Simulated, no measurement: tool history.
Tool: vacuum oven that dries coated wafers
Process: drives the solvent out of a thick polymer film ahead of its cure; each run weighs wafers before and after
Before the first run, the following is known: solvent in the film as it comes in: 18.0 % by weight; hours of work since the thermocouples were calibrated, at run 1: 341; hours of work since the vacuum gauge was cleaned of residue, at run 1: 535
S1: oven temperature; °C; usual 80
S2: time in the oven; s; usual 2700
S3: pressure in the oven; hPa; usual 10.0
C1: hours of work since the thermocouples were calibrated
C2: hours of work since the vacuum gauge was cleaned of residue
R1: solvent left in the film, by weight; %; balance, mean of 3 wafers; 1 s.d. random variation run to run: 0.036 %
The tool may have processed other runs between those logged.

| run | hour | S1 | S2 | S3 | C1 | C2 | R1 |
|---|---|---|---|---|---|---|---|
| 1 | 0.0 | 80 | 2700 | 10.0 | 341 | 535 | 1.39 |
| 2 | 12.3 | 80 | 2700 | 10.0 | 349 | 543 | 1.35 |
| 3 | 31.9 | 80 | 2700 | 9.6 | 363 | 556 | 1.34 |
| 4 | 44.6 | 80 | 2700 | 10.0 | 371 | 565 | 1.37 |
| 5 | 53.3 | 80 | 2700 | 10.0 | 377 | 571 | 1.39 |
|  | 56.3 | vacuum gauge cleaned of residue and calibrated |
| 6 | 65.2 | 80 | 2700 | 10.0 | 384 | 6 | 1.37 |
| 7 | 77.7 | 80 | 2700 | 10.0 | 393 | 15 | 1.38 |
| 8 | 90.1 | 80 | 2700 | 11.3 | 401 | 23 | 1.52 |
|  | 95.4 | vacuum gauge cleaned of residue and calibrated, once more |
| 9 | 100.8 | 80 | 2700 | 11.3 | 408 | 4 | 1.31 |
| 10 | 109.1 | 80 | 2700 | 11.3 | 413 | 9 | 1.32 |
| 11 | 120.9 | 80 | 2100 | 10.0 | 421 | 17 | 1.89 |

Forecast run 12:
| 12 | 140.3 | 78 | 3840 | 21.3 | 435 | 31 | ? |

{"run 12": {"R1": 1.64}}
If the tool had no hidden condition, the same run with the same run-to-run variation would have returned R1 1.83 %.
